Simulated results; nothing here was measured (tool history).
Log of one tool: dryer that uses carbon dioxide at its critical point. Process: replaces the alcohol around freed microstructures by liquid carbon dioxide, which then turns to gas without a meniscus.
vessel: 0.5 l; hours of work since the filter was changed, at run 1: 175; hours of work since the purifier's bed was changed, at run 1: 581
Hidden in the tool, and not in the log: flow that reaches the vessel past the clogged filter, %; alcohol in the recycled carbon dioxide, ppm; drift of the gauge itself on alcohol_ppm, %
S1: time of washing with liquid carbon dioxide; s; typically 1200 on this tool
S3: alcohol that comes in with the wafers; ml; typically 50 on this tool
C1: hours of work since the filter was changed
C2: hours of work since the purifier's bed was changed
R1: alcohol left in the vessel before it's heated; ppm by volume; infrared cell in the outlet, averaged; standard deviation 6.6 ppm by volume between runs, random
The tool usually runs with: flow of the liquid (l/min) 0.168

run 1 hour=0 | S1=1200 flow_of_the_liquid_(l/min)=0.168 S3=50 | C1=175 C2=581 | R1=657
run 2 hour=21.7 | S1=1200 flow_of_the_liquid_(l/min)=0.168 S3=50 | C1=191 C2=597 | R1=700
run 3 hour=36.7 | S1=1200 flow_of_the_liquid_(l/min)=0.168 S3=50 | C1=202 C2=608 | R1=724
run 4 hour=55.3 | S1=1200 flow_of_the_liquid_(l/min)=0.168 S3=50 | C1=216 C2=621 | R1=766
run 5 hour=65.2 | S1=960 flow_of_the_liquid_(l/min)=0.168 S3=50 | C1=223 C2=629 | R1=1834
-- hour=69.8 inlet filter changed
run 6 hour=82.4 | S1=960 flow_of_the_liquid_(l/min)=0.168 S3=50 | C1=9 C2=640 | R1=1135
run 7 hour=103.4 | S1=780 flow_of_the_liquid_(l/min)=0.168 S3=50 | C1=25 C2=656 | R1=2487
run 8 hour=119.5 | S1=780 flow_of_the_liquid_(l/min)=0.168 S3=28 | C1=36 C2=668 | R1=1547
run 9 hour=141 | S1=780 flow_of_the_liquid_(l/min)=0.168 S3=28 | C1=52 C2=683 | R1=1574
run 10 hour=160.9 | S1=780 flow_of_the_liquid_(l/min)=0.168 S3=28 | C1=67 C2=698 | R1=1625
run 11 hour=179.9 | S1=780 flow_of_the_liquid_(l/min)=0.168 S3=28 | C1=81 C2=712 | R1=1734
run 12 hour=196.4 | S1=780 flow_of_the_liquid_(l/min)=0.168 S3=28 | C1=93 C2=724 | R1=1723
run 13 hour=206.3 | S1=1200 flow_of_the_liquid_(l/min)=0.168 S3=50 | C1=100 C2=731 | R1=570
run 14 hour=225.9 | S1=1200 flow_of_the_liquid_(l/min)=0.168 S3=34 | C1=114 C2=746 | R1=462
run 15 hour=235.6 | S1=1200 flow_of_the_liquid_(l/min)=0.168 S3=50 | C1=122 C2=753 | R1=612
run 16 hour=257.5 | S1=1200 flow_of_the_liquid_(l/min)=0.168 S3=50 | C1=138 C2=769 | R1=649
run 17 hour=268.3 | S1=1200 flow_of_the_liquid_(l/min)=0.168 S3=50 | C1=145 C2=777 | R1=652
run 18 hour=280.7 | S1=960 flow_of_the_liquid_(l/min)=0.168 S3=50 | C1=155 C2=786 | R1=1596
run 19 hour=290.5 | S1=960 flow_of_the_liquid_(l/min)=0.168 S3=50 | C1=162 C2=793 | R1=1663
run 20 hour=310.4 | S1=1200 flow_of_the_liquid_(l/min)=0.168 S3=67 | C1=176 C2=807 | R1=888
run 21 hour=325.5 | S1=1020 flow_of_the_liquid_(l/min)=0.155 S3=89 | C1=187 C2=819 | R1=3228
run 22 hour=336.7 | S1=960 flow_of_the_liquid_(l/min)=0.151 S3=75 | C1=196 C2=827 | R1=4012
run 23 hour=358.6 | S1=1140 flow_of_the_liquid_(l/min)=0.168 S3=35 | C1=212 C2=843 | R1=776
run 24 hour=369.1 | S1=1320 flow_of_the_liquid_(l/min)=0.206 S3=112 | C1=219 C2=851 | R1=418
-- hour=378.9 inlet filter changed
run 25 hour=386.3 | S1=1320 flow_of_the_liquid_(l/min)=0.208 S3=75 | C1=5 C2=862 | R1=238
run 26 hour=397 | S1=840 flow_of_the_liquid_(l/min)=0.169 S3=63 | C1=13 C2=870 | R1=2341
run 27 hour=416 | S1=840 flow_of_the_liquid_(l/min)=0.169 S3=63 | C1=27 C2=884 | R1=2392
run 28 hour=426.4 | S1=1200 flow_of_the_liquid_(l/min)=0.108 S3=32 | C1=35 C2=892 | R1=1943
run 29 hour=437.5 | S1=1260 flow_of_the_liquid_(l/min)=0.108 S3=32 | C1=43 C2=900 | R1=1733
run 30 hour=455 | S1=1380 flow_of_the_liquid_(l/min)=0.119 S3=50 | C1=56 C2=913 | R1=1287
run 31 hour=464.7 | S1=1380 flow_of_the_liquid_(l/min)=0.119 S3=50 | C1=63 C2=920 | R1=1309
run 32 hour=475.1 | S1=1380 flow_of_the_liquid_(l/min)=0.119 S3=50 | C1=70 C2=927 | R1=1351
run 33 hour=487.9 | S1=780 flow_of_the_liquid_(l/min)=0.168 S3=39 | C1=80 C2=937 | R1=2320
run 34 hour=508.1 | S1=840 flow_of_the_liquid_(l/min)=0.147 S3=66 | C1=95 C2=952 | R1=4974
run 35 hour=530.1 | S1=1680 flow_of_the_liquid_(l/min)=0.196 S3=87 | C1=111 C2=968 | R1=227

Across each entry between runs, compare the hidden state at the last listed run before it with the hidden state at the first listed run after it:
Logged between run 5 and run 6: inlet filter changed (hour 69.8)
  flow that reaches the vessel past the clogged filter, %: 86.4 -> 98.7; alcohol in the recycled carbon dioxide, ppm: 142.9 -> 145.4
  measured value less the no-hidden-state value, R1: +937 -> +203 ppm by volume
Logged between run 24 and run 25: inlet filter changed (hour 378.9)
  flow that reaches the vessel past the clogged filter, %: 86.1 -> 99.1; alcohol in the recycled carbon dioxide, ppm: 189.9 -> 192.4
  measured value less the no-hidden-state value, R1: +337 -> +193 ppm by volume
